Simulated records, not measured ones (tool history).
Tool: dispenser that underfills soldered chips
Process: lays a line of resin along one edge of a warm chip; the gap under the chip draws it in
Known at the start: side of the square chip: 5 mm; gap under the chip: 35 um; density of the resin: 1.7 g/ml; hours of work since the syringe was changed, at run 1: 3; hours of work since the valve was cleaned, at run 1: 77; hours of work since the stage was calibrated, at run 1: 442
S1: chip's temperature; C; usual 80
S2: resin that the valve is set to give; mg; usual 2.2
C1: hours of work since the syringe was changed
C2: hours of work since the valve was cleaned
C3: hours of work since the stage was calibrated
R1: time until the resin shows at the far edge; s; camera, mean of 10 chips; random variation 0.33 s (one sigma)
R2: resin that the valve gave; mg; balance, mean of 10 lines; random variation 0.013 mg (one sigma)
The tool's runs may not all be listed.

run 1 day=0 | S1=80 S2=2.2 | C1=3 C2=77 C3=442 | R1=16.6 R2=2.04
-- day=0.425 new syringe of resin
run 2 day=0.712 | S1=80 S2=2.2 | C1=5 C2=89 C3=454 | R1=17.4 R2=2.01
-- day=1.033 new syringe of resin
run 3 day=1.325 | S1=80 S2=1.96 | C1=5 C2=100 C3=464 | R1=18.4 R2=1.8
-- day=1.621 new syringe of resin
run 4 day=1.8 | S1=80 S2=1.96 | C1=3 C2=108 C3=472 | R1=18.2 R2=1.78
-- day=2.208 new syringe of resin
run 5 day=2.367 | S1=80 S2=1.96 | C1=3 C2=117 C3=482 | R1=18 R2=1.76
run 6 day=2.738 | S1=80 S2=2.58 | C1=9 C2=123 C3=488 | R1=20.3 R2=2.29
-- day=2.804 new syringe of resin
-- day=3.388 new syringe of resin
run 7 day=3.467 | S1=80 S2=2.58 | C1=1 C2=135 C3=500 | R1=15 R2=2.26
-- day=3.633 stage's temperature calibrated
-- day=4.004 new syringe of resin
run 8 day=4.004 | S1=80 S2=2.2 | C1=0 C2=144 C3=6 | R1=14.4 R2=1.9
-- day=4.083 dispensing valve cleaned and set on the balance
-- day=4.642 new syringe of resin
run 9 day=4.642 | S1=80 S2=2.2 | C1=0 C2=9 C3=16 | R1=13.4 R2=2.18
run 10 day=5.088 | S1=80 S2=2.2 | C1=8 C2=17 C3=24 | R1=17.4 R2=2.16
-- day=5.221 new syringe of resin
run 11 day=5.617 | S1=80 S2=2.09 | C1=7 C2=26 C3=33 | R1=17.1 R2=2.06
-- day=5.817 new syringe of resin
run 12 day=6.133 | S1=80 S2=2.35 | C1=5 C2=34 C3=41 | R1=15.4 R2=2.29
-- day=6.412 new syringe of resin
run 13 day=6.508 | S1=80 S2=2.2 | C1=2 C2=41 C3=47 | R1=14.5 R2=2.11
run 14 day=6.871 | S1=80 S2=2.2 | C1=8 C2=47 C3=54 | R1=17.1 R2=2.13
-- day=7.021 new syringe of resin
run 15 day=7.279 | S1=80 S2=2.2 | C1=4 C2=53 C3=60 | R1=16.9 R2=2.1
-- day=7.612 new syringe of resin
run 16 day=7.675 | S1=80 S2=2.2 | C1=1 C2=60 C3=67 | R1=13.9 R2=2.09
-- day=8.208 new syringe of resin
run 17 day=8.346 | S1=80 S2=2.2 | C1=2 C2=71 C3=78 | R1=14.7 R2=2.04
-- day=8.792 new syringe of resin
run 18 day=8.938 | S1=80 S2=2.2 | C1=3 C2=81 C3=88 | R1=14.8 R2=2.04
-- day=9.367 new syringe of resin
run 19 day=9.367 | S1=80 S2=2.44 | C1=0 C2=88 C3=95 | R1=14.4 R2=2.28
run 20 day=9.696 | S1=69 S2=2.72 | C1=6 C2=94 C3=101 | R1=24.8 R2=2.47
-- day=9.95 new syringe of resin
run 21 day=10.392 | S1=69 S2=2.1 | C1=8 C2=106 C3=112 | R1=26.2 R2=1.91
-- day=10.525 new syringe of resin
run 22 day=11.029 | S1=69 S2=2.59 | C1=9 C2=116 C3=123 | R1=27.1 R2=2.3
-- day=11.15 new syringe of resin
run 23 day=11.442 | S1=69 S2=2.52 | C1=5 C2=123 C3=130 | R1=24 R2=2.22
-- day=11.754 new syringe of resin
run 24 day=12 | S1=80 S2=2.46 | C1=4 C2=132 C3=139 | R1=15 R2=2.17
-- day=12.379 new syringe of resin
-- day=12.746 dispensing valve cleaned and set on the balance
run 25 day=12.746 | S1=65 S2=2.02 | C1=6 C2=0 C3=151 | R1=28.7 R2=2.01
-- day=13.029 new syringe of resin
run 26 day=13.375 | S1=86 S2=2.14 | C1=6 C2=11 C3=162 | R1=14.2 R2=2.11
-- day=13.629 new syringe of resin
run 27 day=13.954 | S1=86 S2=2.14 | C1=6 C2=20 C3=171 | R1=14 R2=2.09
-- day=14.221 new syringe of resin
run 28 day=14.596 | S1=80 S2=2.56 | C1=6 C2=31 C3=182 | R1=16.9 R2=2.48
-- day=14.825 new syringe of resin
run 29 day=15.075 | S1=80 S2=2.56 | C1=4 C2=39 C3=190 | R1=15.5 R2=2.49
-- day=15.433 new syringe of resin
run 30 day=15.775 | S1=73 S2=2.45 | C1=6 C2=51 C3=202 | R1=20.9 R2=2.31
-- day=16.029 new syringe of resin
run 31 day=16.212 | S1=82 S2=2.79 | C1=3 C2=58 C3=209 | R1=13.9 R2=2.67
-- day=16.621 new syringe of resin
run 32 day=16.642 | S1=74 S2=2.27 | C1=0 C2=65 C3=216 | R1=17.5 R2=2.13
run 33 day=16.983 | S1=69 S2=1.91 | C1=6 C2=71 C3=222 | R1=27.3 R2=1.81
-- day=17.217 new syringe of resin
run 34 day=17.479 | S1=76 S2=2.81 | C1=4 C2=79 C3=230 | R1=18.8 R2=2.61
-- day=17.812 new syringe of resin
run 35 day=18.142 | S1=87 S2=2.56 | C1=6 C2=90 C3=241 | R1=13.3 R2=2.35

Forecast each of these 4 alternatives for the next run:
-- day=18.438 new syringe of resin
run A day=18.558 | S1=94 S2=2.84 | C1=2 C2=97 C3=248 | R1=? R2=?
-- day=18.438 new syringe of resin
run B day=18.558 | S1=87 S2=2.44 | C1=2 C2=97 C3=248 | R1=? R2=?
-- day=18.438 new syringe of resin
run C day=18.558 | S1=74 S2=2.44 | C1=2 C2=97 C3=248 | R1=? R2=?
-- day=18.438 new syringe of resin
run D day=18.558 | S1=83 S2=2.57 | C1=2 C2=97 C3=248 | R1=? R2=?

run=A R1=9.2 R2=2.59
run=B R1=11.8 R2=2.22
run=C R1=18.1 R2=2.23
run=D R1=12.9 R2=2.33
Without the tool's hidden state the same runs would have given:
run=A R1=8.1 R2=2.84
run=B R1=10.4 R2=2.43
run=C R1=15.8 R2=2.45
run=D R1=11.3 R2=2.56

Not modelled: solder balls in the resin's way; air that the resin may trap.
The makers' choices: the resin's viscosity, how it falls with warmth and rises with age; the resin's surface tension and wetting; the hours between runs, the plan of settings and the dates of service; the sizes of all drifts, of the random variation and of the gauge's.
